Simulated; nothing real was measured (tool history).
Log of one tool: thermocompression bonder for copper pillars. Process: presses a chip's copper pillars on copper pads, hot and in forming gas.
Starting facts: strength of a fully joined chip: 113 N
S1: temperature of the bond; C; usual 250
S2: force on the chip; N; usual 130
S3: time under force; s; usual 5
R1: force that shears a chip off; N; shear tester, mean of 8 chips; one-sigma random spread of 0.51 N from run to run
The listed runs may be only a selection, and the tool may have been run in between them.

run,hour,S1,S2,S3,R1
1,0.0,250,130,5,43.1
2,73.4,250,165,5,52.0
# hour 88.6: forming gas filter changed
# hour 116.0: heater calibrated with a thermocouple chip
3,156.3,250,165,5,50.0
4,238.5,250,130,5,39.9
5,302.3,265,130,5,50.0
6,377.7,250,130,3,31.2
7,440.0,250,130,5,38.9
# hour 455.4: forming gas filter changed
8,508.4,250,130,5,42.6
9,578.4,250,130,5,41.9
10,645.8,252,130,5,41.9
11,713.2,252,130,5,42.4
12,775.5,252,130,5,41.6
13,816.0,250,130,14,57.3
# hour 820.7: forming gas filter changed
14,881.8,250,130,14,62.6
15,928.0,279,130,14,83.9
16,976.3,243,192,5,55.5
17,1059.0,252,110,4,34.3
# hour 1095.7: heater calibrated with a thermocouple chip
18,1139.0,242,85,7,24.4
# hour 1187.4: forming gas filter changed
19,1188.7,252,92,9,39.0
20,1242.6,264,162,6,63.5
21,1294.3,268,162,6,65.4
22,1357.2,268,162,6,64.3
23,1409.3,270,130,13,69.8
24,1463.6,271,133,8,63.1
25,1544.3,271,133,8,61.4
# hour 1553.6: forming gas filter changed
26,1616.4,271,133,8,68.2
27,1681.0,271,133,8,65.9

Below are 3 alternative next runs, each starting from the tool's condition after run 27. Predict each:
A,1740.9,266,173,3,?
B,1740.9,234,175,6,?
C,1740.9,269,169,5,?

run,R1
A,56.1
B,45.1
C,66.9
With the hidden condition removed and each run's random variation left untouched, the same runs would have given:
run,R1
A,56.0
B,44.1
C,67.2

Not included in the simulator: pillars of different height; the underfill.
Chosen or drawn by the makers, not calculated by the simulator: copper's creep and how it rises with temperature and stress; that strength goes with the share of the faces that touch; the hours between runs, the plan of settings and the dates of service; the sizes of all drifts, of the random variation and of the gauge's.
